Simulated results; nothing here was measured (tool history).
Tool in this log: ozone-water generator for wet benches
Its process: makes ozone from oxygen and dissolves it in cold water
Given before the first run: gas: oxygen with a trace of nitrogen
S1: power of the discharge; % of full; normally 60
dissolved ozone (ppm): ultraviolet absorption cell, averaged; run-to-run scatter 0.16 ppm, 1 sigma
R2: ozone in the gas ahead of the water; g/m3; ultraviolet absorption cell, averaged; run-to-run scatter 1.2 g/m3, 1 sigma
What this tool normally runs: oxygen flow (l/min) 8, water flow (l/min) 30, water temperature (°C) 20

{"run": 1, "day": 0.0, "S1": 60, "oxygen flow (l/min)": 8, "water flow (l/min)": 30, "water temperature (°C)": 20, "dissolved ozone (ppm)": 21.5, "R2": 216.6}
{"run": 2, "day": 1.75, "S1": 60, "oxygen flow (l/min)": 8, "water flow (l/min)": 30, "water temperature (°C)": 20, "dissolved ozone (ppm)": 21.4, "R2": 215.8}
{"run": 3, "day": 4.354, "S1": 60, "oxygen flow (l/min)": 8, "water flow (l/min)": 30, "water temperature (°C)": 20, "dissolved ozone (ppm)": 21.5, "R2": 214.3}
{"run": 4, "day": 5.788, "S1": 60, "oxygen flow (l/min)": 8, "water flow (l/min)": 30, "water temperature (°C)": 20, "dissolved ozone (ppm)": 21.5, "R2": 214.7}
{"run": 5, "day": 8.338, "S1": 60, "oxygen flow (l/min)": 8, "water flow (l/min)": 30, "water temperature (°C)": 20, "dissolved ozone (ppm)": 21.8, "R2": 213}
{"run": 6, "day": 10.808, "S1": 60, "oxygen flow (l/min)": 9.51, "water flow (l/min)": 30, "water temperature (°C)": 12, "dissolved ozone (ppm)": 24.3, "R2": 198.7}
{"run": 7, "day": 13.046, "S1": 60, "oxygen flow (l/min)": 4.67, "water flow (l/min)": 30, "water temperature (°C)": 20, "dissolved ozone (ppm)": 20, "R2": 273.6}
{"run": 8, "day": 15.646, "S1": 47, "oxygen flow (l/min)": 8.35, "water flow (l/min)": 19, "water temperature (°C)": 21, "dissolved ozone (ppm)": 25.7, "R2": 176.6}
{"run": 9, "day": 17.408, "S1": 48, "oxygen flow (l/min)": 12.29, "water flow (l/min)": 30, "water temperature (°C)": 20, "dissolved ozone (ppm)": 18.6, "R2": 151.2}
{"run": 10, "day": 18.979, "S1": 46, "oxygen flow (l/min)": 10.76, "water flow (l/min)": 24, "water temperature (°C)": 15, "dissolved ozone (ppm)": 23.5, "R2": 157.3}

Each row is a separate what-if for the run after 10, all from the same tool condition, not one after another. Results?
{"run": "A", "day": 21.375, "S1": 64, "oxygen flow (l/min)": 8, "water flow (l/min)": 30, "water temperature (°C)": 17, "dissolved ozone (ppm)": "?", "R2": "?"}
{"run": "B", "day": 21.375, "S1": 88, "oxygen flow (l/min)": 8, "water flow (l/min)": 19, "water temperature (°C)": 23, "dissolved ozone (ppm)": "?", "R2": "?"}
{"run": "C", "day": 21.375, "S1": 60, "oxygen flow (l/min)": 11.06, "water flow (l/min)": 31, "water temperature (°C)": 12, "dissolved ozone (ppm)": "?", "R2": "?"}
{"run": "D", "day": 21.375, "S1": 42, "oxygen flow (l/min)": 10.76, "water flow (l/min)": 19, "water temperature (°C)": 23, "dissolved ozone (ppm)": "?", "R2": "?"}

run=A dissolved_ozone_(ppm)=23.6 R2=225.7
run=B dissolved_ozone_(ppm)=37.8 R2=281.9
run=C dissolved_ozone_(ppm)=24.1 R2=184.5
run=D dissolved_ozone_(ppm)=22.1 R2=145.6
Stripped of hidden state, with their random variation kept, the same runs would have yielded:
run=A dissolved_ozone_(ppm)=23.6 R2=227.5
run=B dissolved_ozone_(ppm)=37.9 R2=284.2
run=C dissolved_ozone_(ppm)=24.2 R2=185.9
run=D dissolved_ozone_(ppm)=22.1 R2=146.7
